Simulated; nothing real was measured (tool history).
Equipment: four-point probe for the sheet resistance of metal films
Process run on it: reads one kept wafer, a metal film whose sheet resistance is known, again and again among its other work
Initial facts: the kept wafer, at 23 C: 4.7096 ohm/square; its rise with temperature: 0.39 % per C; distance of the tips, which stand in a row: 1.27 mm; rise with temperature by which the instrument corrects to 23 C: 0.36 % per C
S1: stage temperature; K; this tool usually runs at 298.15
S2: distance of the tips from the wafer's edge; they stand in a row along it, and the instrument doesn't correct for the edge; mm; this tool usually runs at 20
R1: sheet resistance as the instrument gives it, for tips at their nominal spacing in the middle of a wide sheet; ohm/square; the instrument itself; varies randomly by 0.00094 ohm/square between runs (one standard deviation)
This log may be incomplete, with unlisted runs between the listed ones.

run	day	S1	S2	R1
1	0.000	298.15	20	4.722562
2	1.112	307.15	20	4.732247
3	2.758	307.15	20	4.733660
4	4.088	307.15	20	4.732673
5	5.025	298.15	20	4.722968
6	6.346	298.15	20	4.722549
7	8.396	302.15	20	4.727216
8	9.704	304.15	20	4.729066
9	11.479	304.15	20	4.728998
10	12.546	298.15	20	4.721789
11	14.246	300.15	20	4.724187
12	15.808	300.15	20	4.723791
13	17.508	300.15	20	4.725662
14	19.467	300.15	20	4.725907
15	20.538	298.15	44	4.712920
16	22.400	294.15	40	4.707856
17	23.367	300.15	12	4.743045
18	25.525	300.15	12	4.742692
19	27.496	294.15	52	4.708572
20	28.446	298.15	20	4.723190
21	29.396	292.15	54	4.706081

Expected results for the next run?
22	31.062	305.15	19	?

For run 22 the tool returned R1 4.731310 ohm/square.
Without the tool's hidden state the same run would have given R1 4.731164 ohm/square.
